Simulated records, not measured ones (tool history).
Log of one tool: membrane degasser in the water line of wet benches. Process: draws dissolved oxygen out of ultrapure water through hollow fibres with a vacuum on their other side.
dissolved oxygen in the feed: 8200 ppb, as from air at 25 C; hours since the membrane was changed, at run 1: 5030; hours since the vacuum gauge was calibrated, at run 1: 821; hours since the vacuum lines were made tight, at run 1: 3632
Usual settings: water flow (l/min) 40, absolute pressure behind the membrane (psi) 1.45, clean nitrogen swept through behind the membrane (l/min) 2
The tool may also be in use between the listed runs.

| run | hour | water flow (l/min) | absolute pressure behind the membrane (psi) | clean nitrogen swept through behind the membrane (l/min) | hours since the membrane was changed | hours since the vacuum gauge was calibrated | hours since the vacuum lines were made tight | dissolved oxygen in the water behind the degasser (ppb) | pressure that the water loses in the fibres (psi) |
|---|---|---|---|---|---|---|---|---|---|
| 1 | 0 | 40 | 1.45 | 2 | 5030 | 821 | 3632 | 314.4 | 4.902 |
| 2 | 115.5 | 40 | 3.42 | 2 | 5145 | 937 | 3747 | 853 | 4.883 |
| 3 | 217.2 | 41 | 1.45 | 2 | 5247 | 1038 | 3849 | 329.1 | 5.002 |
| 4 | 321.1 | 40 | 1.45 | 2 | 5351 | 1142 | 3953 | 318.6 | 4.876 |
| 5 | 419.2 | 35 | 1.45 | 2 | 5449 | 1240 | 4051 | 271.6 | 4.297 |
| 6 | 529.4 | 35 | 1.45 | 2 | 5559 | 1351 | 4161 | 273.5 | 4.197 |
| 7 | 659.2 | 35 | 1.45 | 2 | 5689 | 1480 | 4291 | 273.2 | 4.247 |
| 8 | 761.3 | 31 | 1.45 | 2 | 5791 | 1582 | 4393 | 244.8 | 3.788 |
| 9 | 825.2 | 31 | 1.45 | 2.61 | 5855 | 1646 | 4457 | 192.6 | 3.799 |
| 10 | 887.3 | 51 | 1.45 | 1.43 | 5917 | 1708 | 4519 | 528.2 | 6.193 |
| 11 | 994.5 | 35 | 2.54 | 3.93 | 6024 | 1816 | 4626 | 303.9 | 4.205 |
| 12 | 1127.2 | 40 | 3.38 | 2.51 | 6157 | 1948 | 4759 | 701.3 | 4.841 |
|  | 1140.5 | seals of the vacuum lines changed |
| 13 | 1254.8 | 26 | 2.7 | 3.01 | 6283 | 2074 | 114 | 314.8 | 3.06 |
| 14 | 1343.2 | 25 | 2.42 | 1.19 | 6371 | 2162 | 203 | 601.5 | 3.037 |
| 15 | 1473 | 25 | 2.42 | 1.19 | 6501 | 2292 | 333 | 603.4 | 3.028 |
| 16 | 1548.5 | 25 | 2.42 | 1.19 | 6576 | 2368 | 408 | 591.3 | 3.017 |
| 17 | 1640.2 | 25 | 2.42 | 1.19 | 6668 | 2459 | 500 | 594.4 | 3.004 |

Forecast each of these 4 alternatives for the next run:
| A | 1749.8 | 54 | 2.42 | 1.19 | 6778 | 2569 | 609 | ? | ? |
| B | 1749.8 | 45 | 2.42 | 1.18 | 6778 | 2569 | 609 | ? | ? |
| C | 1749.8 | 40 | 1.45 | 3.37 | 6778 | 2569 | 609 | ? | ? |
| D | 1749.8 | 62 | 1.42 | 4.08 | 6778 | 2569 | 609 | ? | ? |

| run | dissolved oxygen in the water behind the degasser (ppb) | pressure that the water loses in the fibres (psi) |
|---|---|---|
| A | 1144.5 | 6.521 |
| B | 975.7 | 5.424 |
| C | 209.1 | 4.857 |
| D | 345.1 | 7.541 |
Without the tool's hidden state the same runs would have given:
| run | dissolved oxygen in the water behind the degasser (ppb) | pressure that the water loses in the fibres (psi) |
|---|---|---|
| A | 1143.3 | 6.593 |
| B | 974.9 | 5.485 |
| C | 208.6 | 4.912 |
| D | 343.8 | 7.626 |
